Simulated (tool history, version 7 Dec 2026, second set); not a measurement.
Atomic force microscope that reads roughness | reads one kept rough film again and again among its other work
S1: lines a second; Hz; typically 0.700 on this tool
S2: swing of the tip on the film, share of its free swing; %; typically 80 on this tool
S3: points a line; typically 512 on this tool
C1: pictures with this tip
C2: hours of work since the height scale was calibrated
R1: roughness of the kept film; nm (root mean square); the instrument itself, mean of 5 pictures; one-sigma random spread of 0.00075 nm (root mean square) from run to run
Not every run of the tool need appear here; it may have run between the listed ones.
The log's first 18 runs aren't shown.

Run 19, hour 348.8: usual settings but S2 72 %; C1 283; C2 19. Result: R1 0.6285 nm (root mean square).
At hour 367.2: height scale calibrated on a step standard, once more.
Run 20, hour 371.6: usual settings but S1 1.235 Hz, S2 72 %; C1 318; C2 2. Result: R1 0.6240 nm (root mean square).
Run 21, hour 382.4: usual settings but S1 1.235 Hz, S2 72 %; C1 335; C2 7. Result: R1 0.6232 nm (root mean square).
Run 22, hour 401.4: usual settings but S1 1.235 Hz, S2 72 %; C1 366; C2 16. Result: R1 0.6224 nm (root mean square).
At hour 415.8: new tip fitted.
Run 23, hour 417.6: usual settings but S1 1.235 Hz, S2 72 %; C1 3; C2 23. Result: R1 0.6312 nm (root mean square).
Run 24, hour 433.2: usual settings but S1 1.235 Hz, S2 72 %; C1 28; C2 30. Result: R1 0.6307 nm (root mean square).
Run 25, hour 452.0: usual settings but S2 75 %, S3 332; C1 59; C2 39. Result: R1 0.6346 nm (root mean square).
Run 26, hour 469.6: usual settings but S2 75 %, S3 332; C1 87; C2 47. Result: R1 0.6319 nm (root mean square).
Run 27, hour 494.6: usual settings but S1 2.043 Hz, S2 63 %; C1 127; C2 59. Result: R1 0.6281 nm (root mean square).
Run 28, hour 510.9: usual settings but S1 1.350 Hz, S3 894; C1 153; C2 66. Result: R1 0.6190 nm (root mean square).
Run 29, hour 525.5: usual settings but S1 1.350 Hz, S2 73 %, S3 714; C1 177; C2 73. Result: R1 0.6268 nm (root mean square).
Run 30, hour 541.0: usual settings but S1 1.270 Hz, S2 55 %, S3 284; C1 202; C2 80. Result: R1 0.6325 nm (root mean square).
Run 31, hour 562.2: usual settings but S1 0.520 Hz, S2 55 %, S3 274; C1 236; C2 90. Result: R1 0.6364 nm (root mean square).
Run 32, hour 572.9: usual settings but S1 3.466 Hz, S2 64 %; C1 254; C2 95. Result: R1 0.6138 nm (root mean square).
Run 33, hour 594.7: usual settings but S1 2.641 Hz, S2 62 %, S3 302; C1 289; C2 105. Result: R1 0.6218 nm (root mean square).
Run 34, hour 618.5: usual settings but S1 0.778 Hz, S2 68 %, S3 465; C1 327; C2 116. Result: R1 0.6296 nm (root mean square).
Run 35, hour 632.0: usual settings but S1 0.724 Hz; C1 349; C2 123. Result: R1 0.6237 nm (root mean square).
Run 36, hour 648.9: usual settings but S2 69 %, S3 535; C1 376; C2 130. Result: R1 0.6294 nm (root mean square).
At hour 656.7: new tip fitted.
Run 37, hour 663.0: usual settings but S2 69 %, S3 535; C1 10; C2 137. Result: R1 0.6372 nm (root mean square).
Run 38, hour 674.8: usual settings but S2 69 %, S3 535; C1 29; C2 142. Result: R1 0.6377 nm (root mean square).
Run 39, hour 690.4: usual settings but S1 0.666 Hz, S2 89 %, S3 578; C1 54; C2 149. Result: R1 0.6260 nm (root mean square).
Run 40, hour 703.4: usual settings but S1 0.584 Hz, S2 87 %; C1 75; C2 155. Result: R1 0.6293 nm (root mean square).
Run 41, hour 719.6: usual settings but S1 0.584 Hz, S2 84 %, S3 451; C1 101; C2 163. Result: R1 0.6303 nm (root mean square).
Run 42, hour 742.7: usual settings but S1 0.584 Hz, S2 84 %, S3 451; C1 138; C2 174. Result: R1 0.6278 nm (root mean square).
Run 43, hour 755.4: usual settings but S1 2.327 Hz, S2 56 %, S3 632; C1 159; C2 180. Result: R1 0.6315 nm (root mean square).

Each row is a separate what-if for the run after 43, all from the same tool condition, not one after another. Results?
Run A, hour 775.9: usual settings but S1 2.584 Hz, S2 63 %, S3 483; C1 192; C2 189. Result: R1 ?.
Run B, hour 775.9: usual settings but S1 2.583 Hz, S3 308; C1 192; C2 189. Result: R1 ?.
Run C, hour 775.9: usual settings but S1 0.710 Hz, S2 63 %, S3 626; C1 192; C2 189. Result: R1 ?.
Run D, hour 775.9: usual settings but S1 0.873 Hz, S2 65 %, S3 455; C1 192; C2 189. Result: R1 ?.

run      R1
  A  0.6218
  B  0.5954
  C  0.6351
  D  0.6326
With the hidden condition removed and each run's random variation left untouched, the same runs would have given:
run      R1
  A  0.6262
  B  0.5997
  C  0.6396
  D  0.6371
